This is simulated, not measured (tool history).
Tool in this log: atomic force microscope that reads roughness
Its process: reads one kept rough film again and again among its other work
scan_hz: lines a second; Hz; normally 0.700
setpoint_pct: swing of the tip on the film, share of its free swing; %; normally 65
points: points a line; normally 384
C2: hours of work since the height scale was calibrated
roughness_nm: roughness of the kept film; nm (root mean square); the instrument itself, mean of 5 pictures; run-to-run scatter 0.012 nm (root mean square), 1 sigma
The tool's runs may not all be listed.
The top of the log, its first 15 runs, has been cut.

{"hour": 372.0, "done": "new tip fitted"}
{"run": 16, "hour": 379.2, "scan_hz": 0.7, "setpoint_pct": 65, "points": 766, "pictures with this tip": 7, "C2": 639, "roughness_nm": 2.706}
{"run": 17, "hour": 395.6, "scan_hz": 0.7, "setpoint_pct": 65, "points": 384, "pictures with this tip": 23, "C2": 648, "roughness_nm": 2.68}
{"run": 18, "hour": 423.9, "scan_hz": 0.7, "setpoint_pct": 78, "points": 1007, "pictures with this tip": 51, "C2": 665, "roughness_nm": 2.543}
{"run": 19, "hour": 458.8, "scan_hz": 0.7, "setpoint_pct": 73, "points": 292, "pictures with this tip": 85, "C2": 685, "roughness_nm": 2.537}
{"run": 20, "hour": 482.5, "scan_hz": 0.7, "setpoint_pct": 85, "points": 292, "pictures with this tip": 109, "C2": 699, "roughness_nm": 2.388}
{"run": 21, "hour": 509.4, "scan_hz": 0.7, "setpoint_pct": 65, "points": 292, "pictures with this tip": 135, "C2": 715, "roughness_nm": 2.47}
{"run": 22, "hour": 537.7, "scan_hz": 2.468, "setpoint_pct": 72, "points": 298, "pictures with this tip": 163, "C2": 731, "roughness_nm": 2.2}
{"run": 23, "hour": 563.2, "scan_hz": 1.739, "setpoint_pct": 72, "points": 409, "pictures with this tip": 188, "C2": 746, "roughness_nm": 2.257}
{"run": 24, "hour": 581.9, "scan_hz": 1.739, "setpoint_pct": 72, "points": 409, "pictures with this tip": 206, "C2": 757, "roughness_nm": 2.207}
{"run": 25, "hour": 602.1, "scan_hz": 0.7, "setpoint_pct": 65, "points": 483, "pictures with this tip": 226, "C2": 769, "roughness_nm": 2.335}
{"run": 26, "hour": 625.7, "scan_hz": 0.7, "setpoint_pct": 73, "points": 994, "pictures with this tip": 249, "C2": 783, "roughness_nm": 2.27}
{"run": 27, "hour": 647.1, "scan_hz": 0.7, "setpoint_pct": 77, "points": 384, "pictures with this tip": 270, "C2": 796, "roughness_nm": 2.225}
{"run": 28, "hour": 665.6, "scan_hz": 2.6, "setpoint_pct": 72, "points": 384, "pictures with this tip": 288, "C2": 806, "roughness_nm": 2.005}
{"run": 29, "hour": 684.7, "scan_hz": 2.495, "setpoint_pct": 79, "points": 315, "pictures with this tip": 307, "C2": 818, "roughness_nm": 1.868}
{"hour": 692.2, "done": "new tip fitted"}
{"run": 30, "hour": 702.9, "scan_hz": 2.495, "setpoint_pct": 79, "points": 315, "pictures with this tip": 10, "C2": 828, "roughness_nm": 2.254}
{"run": 31, "hour": 724.0, "scan_hz": 0.808, "setpoint_pct": 65, "points": 384, "pictures with this tip": 31, "C2": 840, "roughness_nm": 2.616}
{"run": 32, "hour": 758.6, "scan_hz": 2.899, "setpoint_pct": 65, "points": 384, "pictures with this tip": 65, "C2": 861, "roughness_nm": 2.39}
{"run": 33, "hour": 776.9, "scan_hz": 2.137, "setpoint_pct": 72, "points": 384, "pictures with this tip": 83, "C2": 871, "roughness_nm": 2.303}

Below are 5 alternative next runs, each starting from the tool's condition after run 33. Predict each:
{"run": "A", "hour": 805.2, "scan_hz": 2.448, "setpoint_pct": 72, "points": 277, "pictures with this tip": 111, "C2": 888, "roughness_nm": "?"}
{"run": "B", "hour": 805.2, "scan_hz": 1.539, "setpoint_pct": 72, "points": 448, "pictures with this tip": 111, "C2": 888, "roughness_nm": "?"}
{"run": "C", "hour": 805.2, "scan_hz": 1.883, "setpoint_pct": 88, "points": 331, "pictures with this tip": 111, "C2": 888, "roughness_nm": "?"}
{"run": "D", "hour": 805.2, "scan_hz": 2.137, "setpoint_pct": 79, "points": 710, "pictures with this tip": 111, "C2": 888, "roughness_nm": "?"}
{"run": "E", "hour": 805.2, "scan_hz": 3.929, "setpoint_pct": 72, "points": 282, "pictures with this tip": 111, "C2": 888, "roughness_nm": "?"}

run=A roughness_nm=2.237
run=B roughness_nm=2.358
run=C roughness_nm=2.039
run=D roughness_nm=2.163
run=E roughness_nm=2.064
With no hidden state in the tool, these same runs would have given:
run=A roughness_nm=2.423
run=B roughness_nm=2.554
run=C roughness_nm=2.209
run=D roughness_nm=2.344
run=E roughness_nm=2.236
